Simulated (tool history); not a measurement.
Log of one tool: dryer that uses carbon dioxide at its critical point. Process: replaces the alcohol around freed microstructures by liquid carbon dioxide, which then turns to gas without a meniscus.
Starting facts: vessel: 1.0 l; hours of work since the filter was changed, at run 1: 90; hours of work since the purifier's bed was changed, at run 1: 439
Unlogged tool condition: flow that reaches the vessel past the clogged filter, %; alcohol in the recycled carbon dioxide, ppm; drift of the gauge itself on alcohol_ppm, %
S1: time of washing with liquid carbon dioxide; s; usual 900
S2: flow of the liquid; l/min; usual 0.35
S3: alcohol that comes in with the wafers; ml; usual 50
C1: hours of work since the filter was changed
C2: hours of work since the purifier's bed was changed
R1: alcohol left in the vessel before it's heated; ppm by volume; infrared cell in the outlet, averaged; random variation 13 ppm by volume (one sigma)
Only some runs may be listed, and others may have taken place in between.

run 1 hour=0 | S1=900 S2=0.35 S3=50 | C1=90 C2=439 | R1=898
run 2 hour=46.7 | S1=900 S2=0.462 S3=50 | C1=119 C2=469 | R1=317
run 3 hour=70.9 | S1=900 S2=0.462 S3=50 | C1=134 C2=484 | R1=332
run 4 hour=114.6 | S1=900 S2=0.462 S3=50 | C1=162 C2=511 | R1=332
run 5 hour=165.6 | S1=900 S2=0.462 S3=50 | C1=194 C2=543 | R1=349
run 6 hour=218.2 | S1=900 S2=0.462 S3=50 | C1=227 C2=576 | R1=362
run 7 hour=259.7 | S1=1260 S2=0.462 S3=50 | C1=253 C2=602 | R1=164
run 8 hour=285.6 | S1=1260 S2=0.462 S3=50 | C1=269 C2=618 | R1=173
run 9 hour=316.1 | S1=1260 S2=0.462 S3=50 | C1=288 C2=638 | R1=177
run 10 hour=354.4 | S1=540 S2=0.35 S3=50 | C1=312 C2=662 | R1=4852
-- hour=390.3 purifier's bed changed
run 11 hour=395.7 | S1=900 S2=0.35 S3=50 | C1=336 C2=3 | R1=1010
run 12 hour=446.5 | S1=900 S2=0.35 S3=50 | C1=368 C2=35 | R1=1017
run 13 hour=499.7 | S1=900 S2=0.35 S3=50 | C1=401 C2=69 | R1=1054
run 14 hour=550.5 | S1=900 S2=0.35 S3=68 | C1=433 C2=101 | R1=1466
run 15 hour=597.7 | S1=900 S2=0.489 S3=28 | C1=463 C2=130 | R1=158
run 16 hour=638.7 | S1=900 S2=0.489 S3=28 | C1=489 C2=156 | R1=167
run 17 hour=694.6 | S1=900 S2=0.489 S3=28 | C1=524 C2=191 | R1=173
run 18 hour=746 | S1=660 S2=0.337 S3=34 | C1=556 C2=223 | R1=2372
-- hour=753.1 inlet filter changed
run 19 hour=782.4 | S1=900 S2=0.556 S3=40 | C1=18 C2=245 | R1=114
run 20 hour=824.9 | S1=900 S2=0.556 S3=40 | C1=45 C2=272 | R1=115
run 21 hour=857.2 | S1=900 S2=0.257 S3=40 | C1=65 C2=292 | R1=2156
run 22 hour=881 | S1=900 S2=0.257 S3=40 | C1=80 C2=307 | R1=2128
run 23 hour=921.7 | S1=840 S2=0.257 S3=53 | C1=106 C2=333 | R1=3413
run 24 hour=972.9 | S1=840 S2=0.257 S3=53 | C1=138 C2=365 | R1=3530
run 25 hour=1028.8 | S1=960 S2=0.243 S3=77 | C1=173 C2=400 | R1=4192
run 26 hour=1078.5 | S1=960 S2=0.243 S3=45 | C1=204 C2=431 | R1=2528
run 27 hour=1130.8 | S1=600 S2=0.35 S3=40 | C1=237 C2=464 | R1=2964
run 28 hour=1168.7 | S1=600 S2=0.35 S3=40 | C1=261 C2=488 | R1=2899

Alternative continuations, all from the tool just after run 28; predict every row:
run A hour=1196.3 | S1=900 S2=0.214 S3=50 | C1=278 C2=505 | R1=?
run B hour=1196.3 | S1=660 S2=0.389 S3=59 | C1=278 C2=505 | R1=?
run C hour=1196.3 | S1=1200 S2=0.227 S3=52 | C1=278 C2=505 | R1=?
run D hour=1196.3 | S1=600 S2=0.591 S3=71 | C1=278 C2=505 | R1=?
run E hour=1196.3 | S1=1200 S2=0.348 S3=27 | C1=278 C2=505 | R1=?

run=A R1=4850
run=B R1=2347
run=C R1=1983
run=D R1=812
run=E R1=274
With the hidden condition removed and each run's random variation left untouched, the same runs would have given:
run=A R1=4176
run=B R1=1880
run=C R1=1563
run=D R1=544
run=E R1=121

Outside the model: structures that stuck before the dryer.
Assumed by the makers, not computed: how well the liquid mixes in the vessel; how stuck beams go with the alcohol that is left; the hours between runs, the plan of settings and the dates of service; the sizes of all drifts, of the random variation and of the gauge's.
